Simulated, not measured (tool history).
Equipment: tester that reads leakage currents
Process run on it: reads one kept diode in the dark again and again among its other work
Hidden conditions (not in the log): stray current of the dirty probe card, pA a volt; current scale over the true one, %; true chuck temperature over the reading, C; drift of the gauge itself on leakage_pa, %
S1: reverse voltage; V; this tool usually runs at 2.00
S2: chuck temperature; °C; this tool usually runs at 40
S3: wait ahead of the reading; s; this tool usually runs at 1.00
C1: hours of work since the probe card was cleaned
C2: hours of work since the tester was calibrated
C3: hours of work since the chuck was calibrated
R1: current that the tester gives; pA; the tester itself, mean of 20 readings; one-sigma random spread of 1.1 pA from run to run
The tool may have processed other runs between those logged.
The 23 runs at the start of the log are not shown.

run 24 day=94.217 | S1=9.36 S2=54 S3=2.30 | C1=710 C2=4634 C3=676 | R1=2619.29
-- day=97.212 chuck's temperature calibrated
run 25 day=97.212 | S1=7.95 S2=32 S3=1.00 | C1=765 C2=4688 C3=0 | R1=389.58
-- day=98.558 tester calibrated
run 26 day=101.129 | S1=1.50 S2=40 S3=0.37 | C1=837 C2=48 C3=72 | R1=311.41
run 27 day=103.829 | S1=1.50 S2=40 S3=0.37 | C1=887 C2=99 C3=122 | R1=314.80
run 28 day=108.221 | S1=1.50 S2=40 S3=0.37 | C1=970 C2=181 C3=205 | R1=318.86
run 29 day=111.692 | S1=11.37 S2=23 S3=1.41 | C1=1034 C2=246 C3=270 | R1=243.91
run 30 day=116.388 | S1=17.69 S2=49 S3=0.89 | C1=1122 C2=334 C3=357 | R1=2515.85
run 31 day=119.154 | S1=9.53 S2=52 S3=0.33 | C1=1174 C2=386 C3=409 | R1=2260.64

Run 32 comes next. What will it give?
run 32 day=122.054 | S1=1.38 S2=40 S3=5.34 | C1=1229 C2=440 C3=464 | R1=?

R1: 321.38 pA
Had the tool carried no hidden state, the very same run would have given R1 292.28 pA.

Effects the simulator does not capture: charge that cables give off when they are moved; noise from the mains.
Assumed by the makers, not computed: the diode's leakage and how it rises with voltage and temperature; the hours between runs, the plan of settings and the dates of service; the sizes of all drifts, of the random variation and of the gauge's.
